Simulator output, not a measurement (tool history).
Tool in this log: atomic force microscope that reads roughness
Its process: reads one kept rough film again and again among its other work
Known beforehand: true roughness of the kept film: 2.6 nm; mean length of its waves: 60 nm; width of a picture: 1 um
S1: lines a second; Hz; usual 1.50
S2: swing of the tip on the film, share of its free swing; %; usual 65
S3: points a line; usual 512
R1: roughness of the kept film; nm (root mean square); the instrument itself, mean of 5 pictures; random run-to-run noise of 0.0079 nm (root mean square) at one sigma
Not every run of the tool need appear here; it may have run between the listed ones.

run	hour	S1	S2	S3	R1
1	0.0	1.50	65	512	2.491
2	32.8	1.50	65	512	2.499
3	51.2	1.50	65	512	2.492
4	68.6	1.50	65	512	2.490
5	88.5	1.50	65	512	2.511
6	114.7	1.50	65	512	2.506
7	139.2	1.50	65	512	2.492
8	172.7	2.41	65	512	2.459
9	188.6	1.50	85	512	2.398
10	204.7	1.50	85	512	2.389
11	230.3	1.50	85	512	2.398
12	248.5	1.50	85	512	2.401
13	276.9	1.50	65	657	2.488
14	295.5	1.50	65	822	2.512
15	327.2	1.50	65	512	2.512
16	344.2	1.50	65	512	2.495
17	360.7	1.50	65	512	2.500
18	388.1	1.50	65	512	2.514
19	407.4	1.50	65	512	2.505
20	434.6	1.96	65	512	2.482
21	459.8	1.96	65	512	2.488
22	482.2	0.72	81	386	2.508
23	503.4	0.72	81	386	2.487
24	538.7	0.72	81	386	2.473
25	566.0	0.72	81	386	2.498
26	585.0	1.74	79	915	2.421
27	619.9	1.74	79	915	2.421
28	642.5	1.74	79	915	2.420
29	670.7	1.74	79	915	2.408
30	705.1	1.50	63	512	2.510
31	732.0	0.51	65	289	2.515
32	747.3	1.50	78	323	2.447
33	779.3	0.71	78	947	2.495
34	805.4	0.71	78	947	2.518
35	824.3	0.92	66	705	2.524
36	849.9	0.92	66	705	2.526
37	882.9	0.92	66	705	2.528
38	916.2	0.62	66	705	2.539
39	943.6	0.62	66	705	2.519
40	978.2	1.50	64	918	2.505

Not shown here: 5 entries made in the log between runs. Locate each between two listed runs and compare the hidden state at the listed run before it with the hidden state at the listed run after it:
Between runs 5 and 6: new tip fitted (hour 114.7)
  radius of the tip, nm: 5.5 -> 5
Between runs 14 and 15: new tip fitted (hour 305.3)
  radius of the tip, nm: 5.5 -> 5.1
Between runs 22 and 23: new tip fitted (hour 498.0)
  radius of the tip, nm: 5.5 -> 5
Between runs 29 and 30: new tip fitted (hour 688.3)
  radius of the tip, nm: 5.5 -> 5.1
Between runs 36 and 37: new tip fitted (hour 879.1)
  radius of the tip, nm: 5.5 -> 5

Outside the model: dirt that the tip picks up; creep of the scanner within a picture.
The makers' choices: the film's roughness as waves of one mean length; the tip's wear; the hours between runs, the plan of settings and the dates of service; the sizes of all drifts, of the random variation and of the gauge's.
